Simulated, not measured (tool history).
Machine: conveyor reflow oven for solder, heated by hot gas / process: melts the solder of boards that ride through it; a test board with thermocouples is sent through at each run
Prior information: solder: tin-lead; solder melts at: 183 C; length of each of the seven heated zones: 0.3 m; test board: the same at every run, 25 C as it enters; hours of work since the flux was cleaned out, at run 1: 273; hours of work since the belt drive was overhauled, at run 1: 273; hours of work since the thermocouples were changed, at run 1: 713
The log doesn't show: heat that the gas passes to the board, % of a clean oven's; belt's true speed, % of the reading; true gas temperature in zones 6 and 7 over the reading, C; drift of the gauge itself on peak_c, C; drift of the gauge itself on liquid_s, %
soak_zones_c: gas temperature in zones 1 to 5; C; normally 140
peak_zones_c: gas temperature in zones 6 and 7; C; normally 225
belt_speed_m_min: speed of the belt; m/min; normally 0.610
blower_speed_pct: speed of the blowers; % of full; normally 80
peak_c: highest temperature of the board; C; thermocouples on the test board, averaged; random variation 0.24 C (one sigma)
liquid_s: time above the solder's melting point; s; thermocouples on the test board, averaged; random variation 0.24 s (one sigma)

| run | day | soak_zones_c | peak_zones_c | belt_speed_m_min | blower_speed_pct | hours of work since the flux was cleaned out | hours of work since the belt drive was overhauled | hours of work since the thermocouples were changed | peak_c | liquid_s |
|---|---|---|---|---|---|---|---|---|---|---|
| 1 | 0.000 | 140 | 225 | 0.610 | 80 | 273 | 273 | 713 | 212.0 | 42.2 |
| 2 | 0.488 | 140 | 225 | 0.610 | 51 | 281 | 281 | 722 | 206.8 | 36.4 |
| 3 | 0.871 | 140 | 225 | 0.610 | 51 | 288 | 288 | 729 | 206.9 | 36.7 |
| 4 | 1.167 | 140 | 225 | 0.610 | 80 | 294 | 294 | 734 | 211.7 | 41.7 |
| 5 | 1.850 | 140 | 225 | 0.610 | 80 | 306 | 306 | 747 | 211.7 | 41.9 |
| 6 | 2.338 | 140 | 225 | 0.610 | 67 | 315 | 315 | 756 | 209.9 | 40.1 |
|  | 2.817 | flux residue cleaned out of gas plates and filters |
| 7 | 3.238 | 140 | 225 | 0.610 | 67 | 8 | 327 | 768 | 212.2 | 42.5 |
| 8 | 3.892 | 140 | 225 | 0.610 | 59 | 19 | 339 | 780 | 211.0 | 40.9 |
| 9 | 4.338 | 140 | 225 | 0.610 | 80 | 28 | 347 | 788 | 214.1 | 44.2 |
| 10 | 5.033 | 140 | 225 | 0.666 | 80 | 40 | 360 | 801 | 212.2 | 38.2 |
| 11 | 5.658 | 140 | 225 | 0.666 | 80 | 51 | 371 | 812 | 211.7 | 38.3 |
| 12 | 6.162 | 140 | 225 | 0.666 | 61 | 61 | 380 | 821 | 208.4 | 35.2 |
| 13 | 6.450 | 140 | 225 | 0.610 | 80 | 66 | 386 | 826 | 214.1 | 44.0 |
| 14 | 7.129 | 140 | 225 | 0.610 | 80 | 78 | 398 | 839 | 214.0 | 43.9 |
|  | 7.321 | thermocouples of zones 6 and 7 changed |
| 15 | 7.875 | 140 | 225 | 0.610 | 80 | 90 | 410 | 10 | 213.0 | 43.5 |
| 16 | 8.258 | 140 | 225 | 0.610 | 80 | 97 | 417 | 17 | 212.8 | 42.7 |
| 17 | 8.675 | 152 | 225 | 0.548 | 80 | 105 | 424 | 25 | 216.9 | 55.8 |
| 18 | 9.050 | 137 | 225 | 0.623 | 85 | 111 | 431 | 31 | 212.1 | 41.0 |
| 19 | 9.367 | 131 | 228 | 0.682 | 65 | 117 | 437 | 37 | 207.4 | 31.6 |
| 20 | 9.758 | 131 | 228 | 0.682 | 65 | 124 | 444 | 44 | 207.7 | 31.7 |
| 21 | 10.167 | 140 | 223 | 0.610 | 63 | 132 | 452 | 52 | 207.7 | 38.8 |
| 22 | 10.729 | 139 | 225 | 0.705 | 79 | 142 | 462 | 62 | 208.1 | 33.6 |
| 23 | 11.142 | 139 | 225 | 0.705 | 79 | 149 | 469 | 69 | 208.3 | 33.0 |
| 24 | 11.500 | 140 | 214 | 0.649 | 64 | 156 | 476 | 76 | 198.5 | 28.3 |
| 25 | 12.092 | 153 | 219 | 0.582 | 61 | 167 | 486 | 86 | 207.9 | 45.9 |
| 26 | 12.412 | 138 | 225 | 0.610 | 80 | 172 | 492 | 92 | 211.8 | 42.3 |
| 27 | 12.962 | 134 | 230 | 0.610 | 90 | 182 | 502 | 102 | 217.0 | 44.7 |
| 28 | 13.617 | 145 | 230 | 0.588 | 90 | 194 | 514 | 114 | 219.7 | 50.7 |
| 29 | 14.208 | 131 | 218 | 0.642 | 52 | 205 | 525 | 125 | 197.6 | 23.9 |
| 30 | 14.729 | 150 | 237 | 0.610 | 80 | 214 | 534 | 134 | 224.5 | 52.2 |
| 31 | 15.400 | 132 | 225 | 0.610 | 51 | 226 | 546 | 146 | 205.0 | 32.9 |

Hidden condition of the tool, last listed run before each entry between runs versus first listed run after:
In the gap between runs 6 and 7: flux residue cleaned out of gas plates and filters (day 2.817)
  heat that the gas passes to the board, % of a clean oven's: 87.1 -> 99.6; belt's true speed, % of the reading: 99.27 -> 99.25; true gas temperature in zones 6 and 7 over the reading, C: 1.08 -> 1.09
  measured result minus the result with no hidden state, peak_c: -1.6 -> +1.1 C; liquid_s: -1.5 -> +1.1 s
In the gap between runs 14 and 15: thermocouples of zones 6 and 7 changed (day 7.321)
  heat that the gas passes to the board, % of a clean oven's: 96.6 -> 96.1; belt's true speed, % of the reading: 99.09 -> 99.06; true gas temperature in zones 6 and 7 over the reading, C: 1.19 -> 0.12
  measured result minus the result with no hidden state, peak_c: +0.6 -> -0.4 C; liquid_s: +0.7 -> +0.0 s

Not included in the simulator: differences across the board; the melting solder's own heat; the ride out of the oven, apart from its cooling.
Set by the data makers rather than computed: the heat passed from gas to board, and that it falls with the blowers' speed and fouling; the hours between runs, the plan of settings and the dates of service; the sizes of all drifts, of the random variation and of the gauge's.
